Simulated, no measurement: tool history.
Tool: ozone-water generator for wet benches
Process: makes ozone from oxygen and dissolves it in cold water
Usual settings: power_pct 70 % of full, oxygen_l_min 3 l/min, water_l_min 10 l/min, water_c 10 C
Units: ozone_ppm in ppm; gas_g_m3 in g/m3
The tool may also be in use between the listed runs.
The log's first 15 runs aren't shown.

Run 16, day 34.025: usual settings but water_l_min 14 l/min. Result: ozone_ppm 17.8 ppm, gas_g_m3 197.2 g/m3.
Run 17, day 35.979: usual settings but water_l_min 14 l/min. Result: ozone_ppm 17.9 ppm, gas_g_m3 197.2 g/m3.
Run 18, day 38.525: usual settings but power_pct 49 % of full, oxygen_l_min 2.15 l/min, water_l_min 9 l/min. Result: ozone_ppm 18.8 ppm, gas_g_m3 176.4 g/m3.
Run 19, day 41.408: usual settings but power_pct 49 % of full, oxygen_l_min 3.31 l/min, water_l_min 8 l/min. Result: ozone_ppm 21.9 ppm, gas_g_m3 146.6 g/m3.
Run 20, day 42.946: usual settings but water_l_min 8 l/min. Result: ozone_ppm 27.8 ppm, gas_g_m3 194.1 g/m3.
Run 21, day 45.946: usual settings but power_pct 42 % of full, water_c 6 C. Result: ozone_ppm 17 ppm, gas_g_m3 135.7 g/m3.
Run 22, day 48.358: usual settings but oxygen_l_min 2.37 l/min. Result: ozone_ppm 22.5 ppm, gas_g_m3 220.3 g/m3.
Run 23, day 50.946: usual settings but oxygen_l_min 2.37 l/min, water_l_min 7 l/min. Result: ozone_ppm 30.3 ppm, gas_g_m3 218.1 g/m3.
Run 24, day 52.462: usual settings but power_pct 68 % of full, oxygen_l_min 2.37 l/min, water_l_min 7 l/min. Result: ozone_ppm 29.8 ppm, gas_g_m3 214.5 g/m3.
Run 25, day 54.217: usual settings but water_l_min 6 l/min, water_c 5 C. Result: ozone_ppm 36.4 ppm, gas_g_m3 194.3 g/m3.
Run 26, day 56.804: usual settings but water_l_min 6 l/min, water_c 5 C. Result: ozone_ppm 36.8 ppm, gas_g_m3 193.8 g/m3.
Run 27, day 58.204: usual settings but power_pct 44 % of full, water_c 7 C. Result: ozone_ppm 17.3 ppm, gas_g_m3 138.7 g/m3.
Run 28, day 59.988: usual settings but power_pct 44 % of full, water_l_min 7 l/min, water_c 7 C. Result: ozone_ppm 23.2 ppm, gas_g_m3 139.7 g/m3.
Run 29, day 62.55: usual settings but power_pct 44 % of full, water_l_min 7 l/min, water_c 7 C. Result: ozone_ppm 22.6 ppm, gas_g_m3 138.5 g/m3.
Run 30, day 65.588: usual settings but oxygen_l_min 1.63 l/min. Result: ozone_ppm 20.9 ppm, gas_g_m3 257.2 g/m3.
Run 31, day 67.896: usual settings but power_pct 55 % of full, water_l_min 6 l/min, water_c 9 C. Result: ozone_ppm 28.8 ppm, gas_g_m3 165.2 g/m3.
Run 32, day 70.017: usual settings but power_pct 55 % of full, water_l_min 6 l/min, water_c 9 C. Result: ozone_ppm 28.9 ppm, gas_g_m3 163.7 g/m3.
Run 33, day 71.421: usual settings but power_pct 55 % of full, water_l_min 6 l/min, water_c 9 C. Result: ozone_ppm 28.8 ppm, gas_g_m3 163.1 g/m3.

Forecast each of these 4 alternatives for the next run:
Run A, day 72.771: usual settings but power_pct 55 % of full, water_c 9 C. Result: ozone_ppm ?, gas_g_m3 ?.
Run B, day 72.771: usual settings but power_pct 48 % of full, water_l_min 6 l/min, water_c 9 C. Result: ozone_ppm ?, gas_g_m3 ?.
Run C, day 72.771: usual settings but power_pct 42 % of full, oxygen_l_min 1.86 l/min, water_l_min 8 l/min. Result: ozone_ppm ?, gas_g_m3 ?.
Run D, day 72.771: usual settings but power_pct 90 % of full, oxygen_l_min 2.76 l/min, water_l_min 12 l/min, water_c 9 C. Result: ozone_ppm ?, gas_g_m3 ?.

run  ozone_ppm  gas_g_m3
  A       19.8     162.8
  B       26.2       149
  C       18.1     168.4
  D       23.7     241.8
Without the tool's hidden state the same runs would have given:
run  ozone_ppm  gas_g_m3
  A       22.4     168.7
  B         29     153.8
  C       20.1     173.1
  D       27.4     254.6
